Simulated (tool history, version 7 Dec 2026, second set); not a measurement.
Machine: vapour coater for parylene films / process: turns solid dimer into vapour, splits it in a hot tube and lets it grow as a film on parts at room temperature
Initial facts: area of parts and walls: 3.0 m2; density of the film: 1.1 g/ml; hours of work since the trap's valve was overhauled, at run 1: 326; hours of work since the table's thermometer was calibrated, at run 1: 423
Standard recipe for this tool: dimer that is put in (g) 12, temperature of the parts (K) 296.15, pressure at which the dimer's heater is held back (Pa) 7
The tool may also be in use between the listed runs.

run,day,dimer that is put in (g),temperature of the parts (K),pressure at which the dimer's heater is held back (Pa),hours of work since the trap's valve was overhauled,hours of work since the table's thermometer was calibrated,thickness of the film (nm)
1,0,12,296.15,7,326,423,2184
2,0.65,12,297.15,7,332,430,2125
3,1.525,12,297.15,7,342,439,2108
4,2.017,16,296.15,7,347,445,2914
5,2.592,16,296.15,7,353,451,2870
6,3.388,16,296.15,7,361,459,2892
7,4.046,16,296.15,7,368,466,2886
8,4.688,16,296.15,7,375,473,2884
9,5.383,16,296.15,7,382,480,2854
10,6.238,16,296.15,7,391,489,2853
11,6.808,8,296.15,7,397,495,1426
12,7.717,8,292.15,7,407,504,1592
13,8.471,8,292.15,7,415,512,1601
14,9.488,8,292.15,7,425,523,1597
# day 10.275: gauge calibrated
15,10.275,8,292.15,7,433,531,1633
16,11.479,12,296.15,7,446,544,2193
17,12.371,12,296.15,7,455,553,2175
18,13.521,12,296.15,7,467,565,2170
19,14.721,12,296.15,7,480,578,2158
20,15.429,12,296.15,7,488,585,2151
21,16.433,12,296.15,7,498,596,2146
22,17.067,5,296.15,7,505,602,905
23,17.683,5,296.15,5.17,511,609,934
24,18.821,5,296.15,5.17,523,621,927
25,19.829,13,304.15,5.9,534,631,1885
26,20.942,13,304.15,5.9,545,643,1896
27,22.062,12,307.15,7,557,655,1543
28,22.571,12,307.15,7,563,660,1549
29,23.058,12,289.15,11.09,568,665,2392
30,23.979,5,289.15,9.78,577,675,1003
31,24.883,5,289.15,9.78,587,684,1018
32,25.883,5,289.15,4.53,597,695,1144
33,27.067,5,289.15,4.53,610,707,1148
34,28.158,5,289.15,4.53,621,719,1140
35,29.058,17,307.15,8.66,631,728,2087
36,29.575,17,307.15,8.66,636,734,2085
# day 30.425: trap's valve overhauled
37,30.496,12,306.15,7,1,742,1560
38,31.579,7,296.15,11.65,12,753,1115
39,32.246,7,296.15,11.65,19,760,1112
40,32.833,12,292.15,2.17,25,766,2800
41,33.612,12,292.15,2.17,33,774,2788
42,34.592,12,291.15,7,44,785,2352
43,35.083,10,295.15,2.25,49,790,2132
44,36.229,19,291.15,2.47,61,802,4406
# day 37.371: gauge calibrated
45,37.438,19,291.15,2.47,74,814,4728
46,38.475,13,296.15,7,84,825,2369
47,39.375,13,296.15,7,94,835,2356
48,39.979,7,296.15,7,100,841,1274

What differs in the tool's unlogged condition from the final listed run ahead of each entry between runs to the first listed run following it?
Logged between run 14 and run 15: gauge calibrated (day 10.275)
  drift of the gauge itself on film_um, %: -2.47 -> 0
  measured less the result without the state, thickness of the film (nm): -42 -> -2
Logged between run 36 and run 37: trap's valve overhauled (day 30.425)
  vapour lost through the trap's worn valve, %: 0.2 -> 0; drift of the gauge itself on film_um, %: -5.03 -> -5.23
  measured less the result without the state, thickness of the film (nm): -115 -> -87
Logged between run 44 and run 45: gauge calibrated (day 37.371)
  drift of the gauge itself on film_um, %: -6.72 -> -0.02
  measured less the result without the state, thickness of the film (nm): -319 -> -3
